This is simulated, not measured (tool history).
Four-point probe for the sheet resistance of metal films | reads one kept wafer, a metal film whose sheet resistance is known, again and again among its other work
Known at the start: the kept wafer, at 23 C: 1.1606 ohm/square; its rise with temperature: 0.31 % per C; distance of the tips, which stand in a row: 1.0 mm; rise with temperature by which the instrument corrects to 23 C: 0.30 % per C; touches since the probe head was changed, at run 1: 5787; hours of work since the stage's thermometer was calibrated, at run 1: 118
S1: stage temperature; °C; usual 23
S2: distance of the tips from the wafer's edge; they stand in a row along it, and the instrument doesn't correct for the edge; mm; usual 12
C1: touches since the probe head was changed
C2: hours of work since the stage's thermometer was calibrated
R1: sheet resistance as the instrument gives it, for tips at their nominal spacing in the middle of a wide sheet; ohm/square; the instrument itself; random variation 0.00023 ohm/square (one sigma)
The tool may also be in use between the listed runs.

run   hour  S1  S2     C1   C2        R1
  1      0  23  12   5787  118  1.158593
  2   28.9  23  12   6442  131  1.159579
  3   59.1  23  12   7129  145  1.158922
  4  105.7  23  12   8186  167  1.159583
  5  145.3  23  12   9085  185  1.159566
  6    199  23  12  10302  210  1.159355
     202.1  -- stage's thermometer calibrated
  7  234.4  23  12  11096   15  1.159696
  8  275.7  23  12  12033   34  1.160513
  9  319.1  23  12  13016   54   1.15993
       350  -- stage's thermometer calibrated, once more
 10    352  23  12  13752    1  1.160135
 11    381  23  12  14411   14  1.160196
 12  433.6  23  72  15605   39  1.155931
 13  484.8  23  20  16765   62  1.157944
 14  531.8  25  51  17834   84  1.156255
 15    572  24  18  18745  103  1.158075
 16  600.4  23   9  19390  116  1.163597
 17  646.9  25   7  20445  137  1.169219
 18  693.5  25   7  21504  159  1.169001

Forecast each of these 3 alternatives for the next run:
  A  737.8  34  38  22508  179   ?
  B  737.8  19  13  22508  179   ?
  C  737.8  24   7  22508  179   ?

run        R1
  A  1.158011
  B  1.160249
  C  1.168913
Without the tool's hidden state the same runs would have given:
run        R1
  A  1.162064
  B  1.164294
  C  1.172991
